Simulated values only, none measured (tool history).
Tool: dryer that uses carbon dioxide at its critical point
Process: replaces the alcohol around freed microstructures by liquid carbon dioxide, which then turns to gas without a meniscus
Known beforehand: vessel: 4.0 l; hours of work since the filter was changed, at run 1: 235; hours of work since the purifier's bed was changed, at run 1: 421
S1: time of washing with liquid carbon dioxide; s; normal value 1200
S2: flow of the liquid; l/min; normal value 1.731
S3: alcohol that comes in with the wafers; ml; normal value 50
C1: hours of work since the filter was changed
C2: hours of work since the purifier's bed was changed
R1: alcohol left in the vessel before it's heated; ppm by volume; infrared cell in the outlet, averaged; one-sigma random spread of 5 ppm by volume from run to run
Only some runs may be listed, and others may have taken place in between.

run	hour	S1	S2	S3	C1	C2	R1
1	0	1200	1.731	50	235	421	53
2	24.5	1200	1.43	50	254	440	98
3	47.4	1200	1.43	50	271	457	93
4	66.4	1200	1.731	50	286	472	63
5	100	1200	1.731	50	311	497	58
6	120.6	1200	1.731	50	327	513	58
7	148.6	1200	1.731	50	348	534	64
8	172	1200	1.731	50	366	552	74
9	201.6	1200	1.731	54	388	574	74
10	241.2	1200	1.731	54	419	605	58
11	279.8	1200	1.731	70	448	634	83
12	303.5	1200	1.731	70	466	652	90
13	339.4	1440	1.731	50	493	679	64
# hour 348: inlet filter changed
14	376.5	1200	1.731	50	22	707	67
15	415.5	1200	2.23	50	51	736	63
16	440.5	1200	2.23	50	70	755	66
17	482.1	1200	2.23	50	102	787	72
18	521.5	1200	2.7	50	132	817	74
19	558.7	1200	2.7	50	160	845	68
20	599.8	1200	2.7	50	191	876	83
21	641.7	1200	1.731	26	223	908	85
22	663.1	1200	1.731	26	239	924	93
23	681.6	1860	1.731	26	253	938	76
24	700.8	1860	1.731	26	268	953	74
25	731.1	1440	1.14	23	291	976	109
26	760	1440	1.14	23	313	998	114
27	795.6	1440	1.14	23	340	1025	122
28	819.2	1200	1.46	50	358	1043	140
29	859.8	1260	2.3	44	389	1074	94
30	885.3	1020	1.59	55	408	1093	182
31	922.6	1200	1.731	21	437	1122	110
32	945.7	1200	1.85	73	454	1139	110
33	986.8	1200	1.3	29	485	1170	163
# hour 1006.4: inlet filter changed
34	1020.5	1560	2.38	27	11	1195	105
35	1063	1140	2.01	27	43	1227	112
36	1090.5	780	2.01	22	64	1248	137
37	1116.7	780	2.01	22	84	1268	131
38	1136.5	1200	1.65	50	99	1283	126
39	1155.8	1560	1.65	46	113	1298	109
40	1193.9	1200	1.731	20	142	1327	122
41	1233	1080	1.9	85	172	1357	142
# hour 1261.9: purifier's bed changed
42	1261.9	1080	1.9	85	192	0	32
43	1284.4	1560	1.63	50	209	17	8
44	1322.8	1860	1.13	58	238	46	28
45	1349.5	1740	1.18	27	258	67	23
46	1389.2	1140	1.72	43	289	97	40
47	1410.1	1140	1.72	43	304	113	32
48	1429.2	1140	1.21	43	319	127	156

Predict each of these 3 candidate next runs independently; none follows another, all start after run 48:
A	1464	1140	1.21	40	345	154	?
B	1464	840	1.25	50	345	154	?
C	1464	1680	1.54	85	345	154	?

run	R1
A	149
B	492
C	24
What these runs would have given with no unlogged condition in the tool:
run	R1
A	87
B	345
C	6
